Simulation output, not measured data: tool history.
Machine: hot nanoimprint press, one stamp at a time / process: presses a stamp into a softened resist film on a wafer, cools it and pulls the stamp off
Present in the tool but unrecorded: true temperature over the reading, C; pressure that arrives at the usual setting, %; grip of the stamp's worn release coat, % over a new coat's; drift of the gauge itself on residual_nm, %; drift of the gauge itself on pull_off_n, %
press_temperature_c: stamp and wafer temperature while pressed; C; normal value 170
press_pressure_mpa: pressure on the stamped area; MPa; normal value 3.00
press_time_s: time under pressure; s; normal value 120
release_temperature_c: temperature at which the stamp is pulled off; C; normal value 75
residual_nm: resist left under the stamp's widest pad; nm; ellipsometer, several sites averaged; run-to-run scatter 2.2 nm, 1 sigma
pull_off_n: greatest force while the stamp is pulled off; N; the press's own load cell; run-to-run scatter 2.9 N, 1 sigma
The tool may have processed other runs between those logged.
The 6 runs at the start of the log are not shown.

run   hour  press_temperature_c  press_pressure_mpa  press_time_s  release_temperature_c  hours of work since the thermocouple was calibrated  imprints on the stamp's release coat  hours of work since the press's seals were changed  residual_nm  pull_off_n
  7   70.7                  170                3.00           120                     75                                                  221                                  1657                                                 162        365.2         200
  8   85.1                  170                3.00           120                     65                                                  230                                  1684                                                 170        369.2         217
  9   98.2                  170                3.00           120                     75                                                  238                                  1709                                                 178        370.1         202
     108.7  -- stamp cleaned and given a new release coat
 10  115.9                  170                3.00           120                     71                                                  245                                    14                                                 185        364.9         144
 11  128.8                  170                3.00           120                     71                                                  253                                    38                                                 193        373.2         144
 12  140.0                  170                3.00           120                     71                                                  259                                    59                                                 200        369.3         148
 13  153.7                  163                3.00           120                     75                                                  268                                    86                                                 208        461.3         146
 14  168.6                  170                3.00           120                     75                                                  277                                   114                                                 217        373.4         146
 15  183.5                  170                3.00           120                     75                                                  286                                   142                                                 226        366.3         146
 16  191.9                  170                3.52           120                     75                                                  291                                   159                                                 231        342.1         147
 17  200.1                  182                2.20           222                     81                                                  296                                   174                                                 236        238.9         144
 18  208.1                  162                2.32           147                     79                                                  301                                   190                                                 241        503.1         139
 19  223.5                  163                2.32           213                     79                                                  310                                   219                                                 250        453.1         141
 20  231.6                  171                3.72           120                     75                                                  315                                   234                                                 255        320.8         151
 21  241.5                  170                3.00           120                     65                                                  321                                   253                                                 261        374.9         165
 22  248.7                  174                2.34           101                     64                                                  325                                   267                                                 266        390.5         165
 23  256.9                  174                3.00           186                     75                                                  330                                   283                                                 271        285.3         152
 24  271.3                  174                3.00           186                     75                                                  339                                   310                                                 279        282.1         152
 25  284.9                  170                1.96           120                     77                                                  347                                   336                                                 288        460.3         149
 26  292.7                  158                4.20            96                     62                                                  352                                   351                                                 292        510.7         163
 27  302.2                  158                4.20            96                     82                                                  358                                   369                                                 298        509.6         146
 28  315.1                  170                3.00           120                     79                                                  365                                   394                                                 306        377.9         151
 29  322.2                  179                3.00           120                     74                                                  370                                   408                                                 310        278.4         149
 30  336.9                  179                3.00           120                     74                                                  379                                   436                                                 319        277.0         156
 31  346.4                  171                3.28           225                     65                                                  384                                   454                                                 325        281.9         167

Here are 3 independent what-if runs from the current tool condition. What would each one return?
  A  361.3                  173                3.00           120                     75                                                  393                                   482                                                 334            ?           ?
  B  361.3                  171                3.28           225                     70                                                  393                                   482                                                 334            ?           ?
  C  361.3                  171                2.43           225                     65                                                  393                                   482                                                 334            ?           ?

run  residual_nm  pull_off_n
  A        341.5         156
  B        283.4         165
  C        337.3         171
Had the tool no hidden state, the same runs would have come out as:
run  residual_nm  pull_off_n
  A        316.8         137
  B        260.8         146
  C        313.2         150
